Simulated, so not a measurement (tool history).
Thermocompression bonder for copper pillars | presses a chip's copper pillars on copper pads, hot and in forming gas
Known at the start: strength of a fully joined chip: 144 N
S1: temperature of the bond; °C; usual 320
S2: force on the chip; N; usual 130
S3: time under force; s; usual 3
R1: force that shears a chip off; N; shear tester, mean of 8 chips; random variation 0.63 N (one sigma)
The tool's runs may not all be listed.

{"run": 1, "hour": 0.0, "S1": 320, "S2": 130, "S3": 3, "R1": 63.6}
{"run": 2, "hour": 10.0, "S1": 320, "S2": 130, "S3": 3, "R1": 62.6}
{"run": 3, "hour": 19.4, "S1": 320, "S2": 130, "S3": 3, "R1": 63.1}
{"hour": 24.5, "done": "forming gas filter changed"}
{"run": 4, "hour": 29.8, "S1": 320, "S2": 130, "S3": 3, "R1": 71.3}
{"run": 5, "hour": 38.3, "S1": 295, "S2": 130, "S3": 3, "R1": 57.7}
{"run": 6, "hour": 45.7, "S1": 295, "S2": 130, "S3": 3, "R1": 57.3}
{"run": 7, "hour": 53.2, "S1": 295, "S2": 130, "S3": 3, "R1": 56.1}
{"run": 8, "hour": 60.4, "S1": 295, "S2": 130, "S3": 3, "R1": 56.2}
{"run": 9, "hour": 70.1, "S1": 295, "S2": 130, "S3": 3, "R1": 57.2}
{"run": 10, "hour": 75.9, "S1": 295, "S2": 130, "S3": 3, "R1": 57.2}
{"run": 11, "hour": 82.8, "S1": 295, "S2": 150, "S3": 3, "R1": 63.7}
{"run": 12, "hour": 92.2, "S1": 320, "S2": 130, "S3": 4, "R1": 78.0}
{"run": 13, "hour": 101.4, "S1": 320, "S2": 130, "S3": 4, "R1": 78.1}
{"run": 14, "hour": 111.9, "S1": 320, "S2": 124, "S3": 3, "R1": 67.7}
{"run": 15, "hour": 121.7, "S1": 338, "S2": 130, "S3": 3, "R1": 78.7}
{"run": 16, "hour": 129.5, "S1": 338, "S2": 130, "S3": 3, "R1": 79.7}
{"run": 17, "hour": 136.1, "S1": 338, "S2": 130, "S3": 3, "R1": 79.9}
{"run": 18, "hour": 144.8, "S1": 320, "S2": 156, "S3": 3, "R1": 79.3}
{"run": 19, "hour": 154.9, "S1": 320, "S2": 156, "S3": 3, "R1": 77.7}
{"run": 20, "hour": 160.7, "S1": 320, "S2": 156, "S3": 3, "R1": 78.0}
{"run": 21, "hour": 170.4, "S1": 320, "S2": 156, "S3": 3, "R1": 78.8}
{"run": 22, "hour": 179.4, "S1": 317, "S2": 189, "S3": 3, "R1": 86.4}
{"run": 23, "hour": 188.5, "S1": 317, "S2": 103, "S3": 2, "R1": 47.9}
{"run": 24, "hour": 197.2, "S1": 299, "S2": 129, "S3": 2, "R1": 49.4}
{"run": 25, "hour": 202.5, "S1": 330, "S2": 125, "S3": 3, "R1": 71.7}
{"run": 26, "hour": 207.2, "S1": 330, "S2": 125, "S3": 3, "R1": 71.7}
{"run": 27, "hour": 215.9, "S1": 330, "S2": 125, "S3": 3, "R1": 71.6}
{"run": 28, "hour": 220.1, "S1": 330, "S2": 125, "S3": 3, "R1": 72.1}
{"run": 29, "hour": 227.5, "S1": 320, "S2": 125, "S3": 3, "R1": 65.9}
{"run": 30, "hour": 237.6, "S1": 320, "S2": 125, "S3": 3, "R1": 66.5}
{"run": 31, "hour": 244.5, "S1": 326, "S2": 180, "S3": 2, "R1": 77.3}
{"run": 32, "hour": 252.5, "S1": 326, "S2": 139, "S3": 2, "R1": 64.3}
{"run": 33, "hour": 261.1, "S1": 326, "S2": 139, "S3": 2, "R1": 65.6}
{"run": 34, "hour": 270.5, "S1": 305, "S2": 145, "S3": 3, "R1": 64.1}
{"run": 35, "hour": 277.1, "S1": 305, "S2": 145, "S3": 3, "R1": 63.1}
{"run": 36, "hour": 282.9, "S1": 305, "S2": 145, "S3": 3, "R1": 64.2}
{"run": 37, "hour": 289.5, "S1": 305, "S2": 147, "S3": 2, "R1": 55.5}
{"run": 38, "hour": 295.7, "S1": 305, "S2": 147, "S3": 2, "R1": 56.0}
{"run": 39, "hour": 304.0, "S1": 305, "S2": 147, "S3": 2, "R1": 55.4}
{"run": 40, "hour": 314.6, "S1": 348, "S2": 83, "S3": 3, "R1": 60.0}
{"run": 41, "hour": 322.5, "S1": 348, "S2": 83, "S3": 3, "R1": 60.9}

Hidden state or all else? Some run-to-run changes of R1, split into what the settings, what came in and random variation would give without the hidden state, and what is left for the hidden state (with any gauge scatter that isn't in both results):
The hidden state here: true temperature of the bond over the reading, C; force that reaches the chip, % of what is set; oxide that the forming gas leaves, % of the face; drift of the gauge itself on shear_n, %.
Run 3 -> 4: forming gas filter changed. R1 +8.2 N: hidden state +8.4, all else -0.2.
Run 11 -> 12: S1 295 -> 320, S2 150 -> 130, S3 3 -> 4. R1 +14.3 N: hidden state -0.3, all else +14.6.
Run 22 -> 23: S2 189 -> 103, S3 3 -> 2. R1 -38.5 N: hidden state +0.9, all else -39.4.
Run 24 -> 25: S1 299 -> 330, S2 129 -> 125, S3 2 -> 3. R1 +22.3 N: hidden state -0.8, all else +23.1.

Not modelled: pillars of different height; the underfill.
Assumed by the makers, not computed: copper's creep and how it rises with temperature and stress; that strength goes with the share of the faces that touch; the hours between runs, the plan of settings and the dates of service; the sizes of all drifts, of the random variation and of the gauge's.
